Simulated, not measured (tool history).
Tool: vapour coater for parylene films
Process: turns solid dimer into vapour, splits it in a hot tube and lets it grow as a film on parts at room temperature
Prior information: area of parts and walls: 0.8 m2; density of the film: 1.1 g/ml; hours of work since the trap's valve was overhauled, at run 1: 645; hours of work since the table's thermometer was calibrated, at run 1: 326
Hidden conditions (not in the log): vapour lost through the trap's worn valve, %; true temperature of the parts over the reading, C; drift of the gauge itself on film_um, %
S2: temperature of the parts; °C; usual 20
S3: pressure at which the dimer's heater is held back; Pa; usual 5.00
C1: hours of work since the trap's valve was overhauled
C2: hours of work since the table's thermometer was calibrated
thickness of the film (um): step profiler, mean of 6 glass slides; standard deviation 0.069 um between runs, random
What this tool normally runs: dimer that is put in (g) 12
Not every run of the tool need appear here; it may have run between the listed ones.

{"run": 1, "hour": 0.0, "dimer that is put in (g)": 12, "S2": 20, "S3": 5.0, "C1": 645, "C2": 326, "thickness of the film (um)": 7.6}
{"run": 2, "hour": 12.3, "dimer that is put in (g)": 12, "S2": 20, "S3": 5.0, "C1": 652, "C2": 332, "thickness of the film (um)": 7.75}
{"run": 3, "hour": 20.3, "dimer that is put in (g)": 12, "S2": 20, "S3": 5.0, "C1": 656, "C2": 337, "thickness of the film (um)": 7.7}
{"run": 4, "hour": 34.1, "dimer that is put in (g)": 12, "S2": 20, "S3": 5.0, "C1": 664, "C2": 344, "thickness of the film (um)": 7.7}
{"run": 5, "hour": 51.2, "dimer that is put in (g)": 12, "S2": 20, "S3": 3.96, "C1": 673, "C2": 354, "thickness of the film (um)": 8.05}
{"run": 6, "hour": 59.1, "dimer that is put in (g)": 12, "S2": 20, "S3": 3.96, "C1": 678, "C2": 358, "thickness of the film (um)": 8.09}
{"hour": 67.2, "done": "trap's valve overhauled"}
{"run": 7, "hour": 73.8, "dimer that is put in (g)": 6, "S2": 20, "S3": 5.0, "C1": 4, "C2": 364, "thickness of the film (um)": 4.05}
{"run": 8, "hour": 90.0, "dimer that is put in (g)": 6, "S2": 20, "S3": 5.0, "C1": 13, "C2": 373, "thickness of the film (um)": 4.07}
{"run": 9, "hour": 100.8, "dimer that is put in (g)": 12, "S2": 20, "S3": 5.0, "C1": 19, "C2": 379, "thickness of the film (um)": 8.0}
{"run": 10, "hour": 109.5, "dimer that is put in (g)": 12, "S2": 20, "S3": 5.0, "C1": 23, "C2": 384, "thickness of the film (um)": 8.09}
{"run": 11, "hour": 118.4, "dimer that is put in (g)": 12, "S2": 20, "S3": 5.0, "C1": 28, "C2": 389, "thickness of the film (um)": 8.23}
{"run": 12, "hour": 136.1, "dimer that is put in (g)": 8, "S2": 20, "S3": 5.0, "C1": 38, "C2": 399, "thickness of the film (um)": 5.26}
{"run": 13, "hour": 151.2, "dimer that is put in (g)": 8, "S2": 24, "S3": 5.0, "C1": 47, "C2": 407, "thickness of the film (um)": 4.43}
{"run": 14, "hour": 166.4, "dimer that is put in (g)": 12, "S2": 20, "S3": 5.0, "C1": 55, "C2": 415, "thickness of the film (um)": 8.07}
{"run": 15, "hour": 184.1, "dimer that is put in (g)": 12, "S2": 20, "S3": 5.0, "C1": 65, "C2": 425, "thickness of the film (um)": 8.07}
{"run": 16, "hour": 198.4, "dimer that is put in (g)": 12, "S2": 20, "S3": 5.0, "C1": 73, "C2": 433, "thickness of the film (um)": 8.0}
{"run": 17, "hour": 211.1, "dimer that is put in (g)": 12, "S2": 20, "S3": 5.0, "C1": 80, "C2": 440, "thickness of the film (um)": 8.02}
{"run": 18, "hour": 222.1, "dimer that is put in (g)": 12, "S2": 20, "S3": 8.3, "C1": 86, "C2": 446, "thickness of the film (um)": 7.26}
{"run": 19, "hour": 234.3, "dimer that is put in (g)": 7, "S2": 16, "S3": 8.3, "C1": 93, "C2": 453, "thickness of the film (um)": 5.11}
{"run": 20, "hour": 242.9, "dimer that is put in (g)": 9, "S2": 22, "S3": 3.24, "C1": 97, "C2": 458, "thickness of the film (um)": 6.03}
{"run": 21, "hour": 261.0, "dimer that is put in (g)": 9, "S2": 22, "S3": 4.55, "C1": 107, "C2": 468, "thickness of the film (um)": 5.55}
{"run": 22, "hour": 277.2, "dimer that is put in (g)": 9, "S2": 19, "S3": 8.4, "C1": 116, "C2": 477, "thickness of the film (um)": 5.7}
{"run": 23, "hour": 290.7, "dimer that is put in (g)": 7, "S2": 13, "S3": 6.8, "C1": 124, "C2": 484, "thickness of the film (um)": 6.15}
{"run": 24, "hour": 309.3, "dimer that is put in (g)": 16, "S2": 28, "S3": 11.18, "C1": 134, "C2": 494, "thickness of the film (um)": 6.09}
{"run": 25, "hour": 318.2, "dimer that is put in (g)": 18, "S2": 18, "S3": 7.21, "C1": 139, "C2": 499, "thickness of the film (um)": 12.19}
{"run": 26, "hour": 334.2, "dimer that is put in (g)": 14, "S2": 12, "S3": 3.2, "C1": 148, "C2": 508, "thickness of the film (um)": 15.52}
{"run": 27, "hour": 352.2, "dimer that is put in (g)": 12, "S2": 23, "S3": 2.09, "C1": 158, "C2": 518, "thickness of the film (um)": 8.21}
{"run": 28, "hour": 361.8, "dimer that is put in (g)": 12, "S2": 23, "S3": 2.09, "C1": 163, "C2": 523, "thickness of the film (um)": 8.18}
{"run": 29, "hour": 375.1, "dimer that is put in (g)": 18, "S2": 20, "S3": 4.38, "C1": 170, "C2": 531, "thickness of the film (um)": 12.32}
{"run": 30, "hour": 390.6, "dimer that is put in (g)": 8, "S2": 25, "S3": 4.38, "C1": 179, "C2": 539, "thickness of the film (um)": 4.23}
{"run": 31, "hour": 400.8, "dimer that is put in (g)": 8, "S2": 25, "S3": 4.34, "C1": 185, "C2": 545, "thickness of the film (um)": 4.22}
{"run": 32, "hour": 417.3, "dimer that is put in (g)": 10, "S2": 17, "S3": 5.41, "C1": 194, "C2": 554, "thickness of the film (um)": 7.59}
{"run": 33, "hour": 428.4, "dimer that is put in (g)": 12, "S2": 14, "S3": 2.18, "C1": 200, "C2": 560, "thickness of the film (um)": 12.7}
{"run": 34, "hour": 437.0, "dimer that is put in (g)": 12, "S2": 14, "S3": 2.18, "C1": 205, "C2": 565, "thickness of the film (um)": 12.73}
{"run": 35, "hour": 447.7, "dimer that is put in (g)": 12, "S2": 14, "S3": 2.18, "C1": 211, "C2": 571, "thickness of the film (um)": 12.76}

Branching from run 35: 5 alternative next runs. What would each branch give?
{"run": "A", "hour": 456.1, "dimer that is put in (g)": 8, "S2": 20, "S3": 2.43, "C1": 215, "C2": 576, "thickness of the film (um)": "?"}
{"run": "B", "hour": 456.1, "dimer that is put in (g)": 20, "S2": 25, "S3": 2.18, "C1": 215, "C2": 576, "thickness of the film (um)": "?"}
{"run": "C", "hour": 456.1, "dimer that is put in (g)": 18, "S2": 14, "S3": 5.24, "C1": 215, "C2": 576, "thickness of the film (um)": "?"}
{"run": "D", "hour": 456.1, "dimer that is put in (g)": 13, "S2": 30, "S3": 5.64, "C1": 215, "C2": 576, "thickness of the film (um)": "?"}
{"run": "E", "hour": 456.1, "dimer that is put in (g)": 14, "S2": 19, "S3": 2.52, "C1": 215, "C2": 576, "thickness of the film (um)": "?"}

run=A thickness_of_the_film_(um)=6.13
run=B thickness_of_the_film_(um)=12.10
run=C thickness_of_the_film_(um)=15.79
run=D thickness_of_the_film_(um)=5.11
run=E thickness_of_the_film_(um)=11.17
The same runs, with their run-to-run variation unchanged, on a tool lacking any hidden condition would have given:
run=A thickness_of_the_film_(um)=6.37
run=B thickness_of_the_film_(um)=12.58
run=C thickness_of_the_film_(um)=16.42
run=D thickness_of_the_film_(um)=5.31
run=E thickness_of_the_film_(um)=11.61
